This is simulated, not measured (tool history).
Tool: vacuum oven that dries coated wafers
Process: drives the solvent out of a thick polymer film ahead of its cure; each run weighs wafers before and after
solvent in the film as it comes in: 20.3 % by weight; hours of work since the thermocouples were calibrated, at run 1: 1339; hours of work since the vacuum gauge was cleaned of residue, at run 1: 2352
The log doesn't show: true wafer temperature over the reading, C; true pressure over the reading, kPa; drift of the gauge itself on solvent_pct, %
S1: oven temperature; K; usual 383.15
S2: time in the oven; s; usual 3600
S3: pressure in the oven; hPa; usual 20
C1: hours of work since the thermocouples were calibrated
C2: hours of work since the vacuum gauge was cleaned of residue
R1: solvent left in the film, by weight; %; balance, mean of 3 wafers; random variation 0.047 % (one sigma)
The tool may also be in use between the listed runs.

run 1 day=0 | S1=383.15 S2=3600 S3=20 | C1=1339 C2=2352 | R1=2.92
run 2 day=2.871 | S1=383.15 S2=3600 S3=76.5 | C1=1375 C2=2389 | R1=6.65
run 3 day=6.012 | S1=377.15 S2=3600 S3=20 | C1=1415 C2=2428 | R1=4.28
run 4 day=9.883 | S1=377.15 S2=3600 S3=20 | C1=1464 C2=2478 | R1=4.37
run 5 day=13.5 | S1=377.15 S2=3600 S3=20 | C1=1510 C2=2524 | R1=4.35
run 6 day=16.025 | S1=377.15 S2=3600 S3=20 | C1=1542 C2=2556 | R1=4.37
-- day=18.246 vacuum gauge cleaned of residue and calibrated
run 7 day=18.467 | S1=383.15 S2=3300 S3=20 | C1=1573 C2=3 | R1=2.57
run 8 day=21.083 | S1=395.15 S2=3600 S3=20 | C1=1606 C2=36 | R1=1.06
run 9 day=23.675 | S1=395.15 S2=3600 S3=20 | C1=1639 C2=69 | R1=1.01
run 10 day=27.154 | S1=383.15 S2=3600 S3=10.1 | C1=1683 C2=113 | R1=1.69
run 11 day=31.208 | S1=396.15 S2=4440 S3=78.6 | C1=1735 C2=165 | R1=3.55
run 12 day=34.842 | S1=395.15 S2=4560 S3=11.5 | C1=1781 C2=211 | R1=0.61
-- day=36.483 oven's thermocouples calibrated
run 13 day=38.883 | S1=395.15 S2=4560 S3=11.5 | C1=30 C2=261 | R1=0.6

Forecast run 14:
run 14 day=40.942 | S1=395.15 S2=4560 S3=11.5 | C1=57 C2=287 | R1=?

{"run 14": {"R1": 0.59}}
Without the tool's hidden state the same run would have given R1 0.54 %.
